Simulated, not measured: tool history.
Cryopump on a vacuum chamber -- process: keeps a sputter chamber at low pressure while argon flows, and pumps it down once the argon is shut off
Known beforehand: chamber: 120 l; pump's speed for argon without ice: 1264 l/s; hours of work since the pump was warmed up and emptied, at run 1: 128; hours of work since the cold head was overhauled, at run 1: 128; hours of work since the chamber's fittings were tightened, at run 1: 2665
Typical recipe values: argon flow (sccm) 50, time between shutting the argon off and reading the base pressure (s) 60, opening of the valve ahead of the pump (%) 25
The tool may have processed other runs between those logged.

| run | day | argon flow (sccm) | time between shutting the argon off and reading the base pressure (s) | opening of the valve ahead of the pump (%) | hours of work since the pump was warmed up and emptied | hours of work since the cold head was overhauled | hours of work since the chamber's fittings were tightened | pressure while argon flows (Pa) | pressure after the wait (uPa) |
|---|---|---|---|---|---|---|---|---|---|
| 1 | 0.000 | 50 | 60 | 25 | 128 | 128 | 2665 | 0.2685 | 3.02 |
| 2 | 2.996 | 50 | 60 | 25 | 170 | 170 | 2707 | 0.2684 | 2.97 |
| 3 | 6.567 | 50 | 48 | 25 | 220 | 220 | 2756 | 0.2705 | 3.42 |
| 4 | 9.212 | 50 | 60 | 25 | 257 | 257 | 2793 | 0.2705 | 3.14 |
| 5 | 11.442 | 50 | 60 | 25 | 288 | 288 | 2824 | 0.2706 | 3.18 |
| 6 | 14.071 | 50 | 60 | 25 | 325 | 325 | 2861 | 0.2720 | 3.13 |
| 7 | 16.896 | 50 | 60 | 33 | 364 | 364 | 2901 | 0.2065 | 3.40 |
| 8 | 21.246 | 24 | 60 | 33 | 425 | 425 | 2961 | 0.0992 | 3.31 |
| 9 | 24.496 | 50 | 20 | 25 | 470 | 470 | 3007 | 0.2759 | 6.55 |
| 10 | 27.096 | 50 | 20 | 25 | 507 | 507 | 3043 | 0.2748 | 6.36 |
| 11 | 29.617 | 50 | 20 | 25 | 542 | 542 | 3078 | 0.2753 | 6.39 |
| 12 | 32.942 | 23 | 60 | 25 | 588 | 588 | 3125 | 0.1275 | 3.50 |
| 13 | 36.438 | 23 | 60 | 25 | 637 | 637 | 3173 | 0.1289 | 3.54 |
| 14 | 38.575 | 23 | 60 | 25 | 667 | 667 | 3203 | 0.1281 | 3.62 |
| 15 | 41.562 | 23 | 60 | 30 | 709 | 709 | 3245 | 0.1089 | 3.59 |
| 16 | 45.092 | 22 | 36 | 32 | 758 | 758 | 3294 | 0.0977 | 4.66 |
| 17 | 48.862 | 22 | 40 | 50 | 810 | 810 | 3347 | 0.0649 | 4.48 |
| 18 | 52.050 | 77 | 23 | 19 | 855 | 855 | 3391 | 0.5651 | 6.16 |
| 19 | 54.129 | 77 | 23 | 19 | 884 | 884 | 3420 | 0.5709 | 6.16 |
| 20 | 56.492 | 27 | 53 | 26 | 917 | 917 | 3453 | 0.1474 | 4.08 |
| 21 | 58.404 | 27 | 53 | 26 | 944 | 944 | 3480 | 0.1484 | 4.11 |
| 22 | 60.283 | 50 | 113 | 32 | 970 | 970 | 3506 | 0.2266 | 3.19 |
| 23 | 63.438 | 56 | 21 | 41 | 1014 | 1014 | 3550 | 0.2052 | 6.52 |
|  | 67.617 | leaking fittings of the chamber tightened, without venting |
| 24 | 67.883 | 56 | 73 | 21 | 1075 | 1075 | 4 | 0.3785 | 1.54 |
|  | 70.017 | pump warmed up, emptied and cooled again |
| 25 | 70.017 | 56 | 117 | 17 | 0 | 1102 | 31 | 0.4390 | 1.03 |
| 26 | 72.071 | 22 | 294 | 38 | 29 | 1130 | 59 | 0.0773 | 0.55 |

For each entry between runs, how does the tool's hidden state at the last listed run before it compare with that at the first listed run after it?
Run 23 -> run 24: leaking fittings of the chamber tightened, without venting (day 67.617)
  pump's speed, % of a pump's without ice: 78.5 -> 77.3; cold plate's temperature, K: 12.35 -> 12.37; leak into the chamber, uPa l/s: 2436 -> 314
  measured less the result without the state, pressure while argon flows (Pa): +0.0213 -> +0.0227; pressure after the wait (uPa): +2.17 -> +0.08
Run 24 -> run 25: pump warmed up, emptied and cooled again (day 70.017)
  pump's speed, % of a pump's without ice: 77.3 -> 99.2; cold plate's temperature, K: 12.37 -> 12.38; leak into the chamber, uPa l/s: 314 -> 329
  measured less the result without the state, pressure while argon flows (Pa): +0.0227 -> +0.0012; pressure after the wait (uPa): +0.08 -> +0.03
